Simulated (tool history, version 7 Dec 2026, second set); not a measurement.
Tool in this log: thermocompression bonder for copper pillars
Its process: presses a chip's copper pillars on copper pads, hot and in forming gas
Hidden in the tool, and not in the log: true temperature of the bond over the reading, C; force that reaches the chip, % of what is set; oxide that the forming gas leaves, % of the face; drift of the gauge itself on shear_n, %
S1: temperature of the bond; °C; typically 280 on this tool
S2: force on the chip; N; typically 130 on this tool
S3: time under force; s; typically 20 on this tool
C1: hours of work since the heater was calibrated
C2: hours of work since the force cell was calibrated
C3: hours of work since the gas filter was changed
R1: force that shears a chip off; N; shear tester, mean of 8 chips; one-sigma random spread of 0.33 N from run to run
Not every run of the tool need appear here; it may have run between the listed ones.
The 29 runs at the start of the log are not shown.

{"run": 30, "hour": 1525.4, "S1": 296, "S2": 80, "S3": 26, "C1": 344, "C2": 534, "C3": 409, "R1": 54.5}
{"hour": 1574.7, "done": "forming gas filter changed"}
{"run": 31, "hour": 1574.7, "S1": 307, "S2": 116, "S3": 20, "C1": 382, "C2": 572, "C3": 0, "R1": 65.4}
{"run": 32, "hour": 1624.5, "S1": 307, "S2": 116, "S3": 20, "C1": 422, "C2": 611, "C3": 39, "R1": 64.8}
{"run": 33, "hour": 1664.0, "S1": 307, "S2": 116, "S3": 20, "C1": 453, "C2": 643, "C3": 70, "R1": 65.4}
{"run": 34, "hour": 1712.2, "S1": 307, "S2": 116, "S3": 20, "C1": 491, "C2": 681, "C3": 108, "R1": 64.8}
{"run": 35, "hour": 1743.4, "S1": 307, "S2": 116, "S3": 20, "C1": 516, "C2": 705, "C3": 133, "R1": 64.4}
{"run": 36, "hour": 1776.3, "S1": 280, "S2": 130, "S3": 21, "C1": 541, "C2": 731, "C3": 159, "R1": 53.5}
{"run": 37, "hour": 1823.9, "S1": 286, "S2": 174, "S3": 20, "C1": 579, "C2": 769, "C3": 197, "R1": 62.6}
{"run": 38, "hour": 1894.2, "S1": 276, "S2": 106, "S3": 20, "C1": 634, "C2": 824, "C3": 252, "R1": 45.4}
{"run": 39, "hour": 1940.9, "S1": 280, "S2": 130, "S3": 19, "C1": 671, "C2": 861, "C3": 289, "R1": 51.5}
{"run": 40, "hour": 1989.4, "S1": 280, "S2": 121, "S3": 20, "C1": 710, "C2": 899, "C3": 327, "R1": 50.6}

Consider 4 possible next runs. They are alternatives, not a sequence: every one starts from the tool as it was left by run 40. What does each give?
{"run": "A", "hour": 2021.4, "S1": 252, "S2": 130, "S3": 41, "C1": 735, "C2": 924, "C3": 352, "R1": "?"}
{"run": "B", "hour": 2021.4, "S1": 280, "S2": 118, "S3": 20, "C1": 735, "C2": 924, "C3": 352, "R1": "?"}
{"run": "C", "hour": 2021.4, "S1": 294, "S2": 121, "S3": 24, "C1": 735, "C2": 924, "C3": 352, "R1": "?"}
{"run": "D", "hour": 2021.4, "S1": 298, "S2": 171, "S3": 20, "C1": 735, "C2": 924, "C3": 352, "R1": "?"}

run=A R1=46.2
run=B R1=50.1
run=C R1=61.5
run=D R1=69.0
With the hidden condition removed and each run's random variation left untouched, the same runs would have given:
run=A R1=46.2
run=B R1=50.1
run=C R1=61.5
run=D R1=69.0
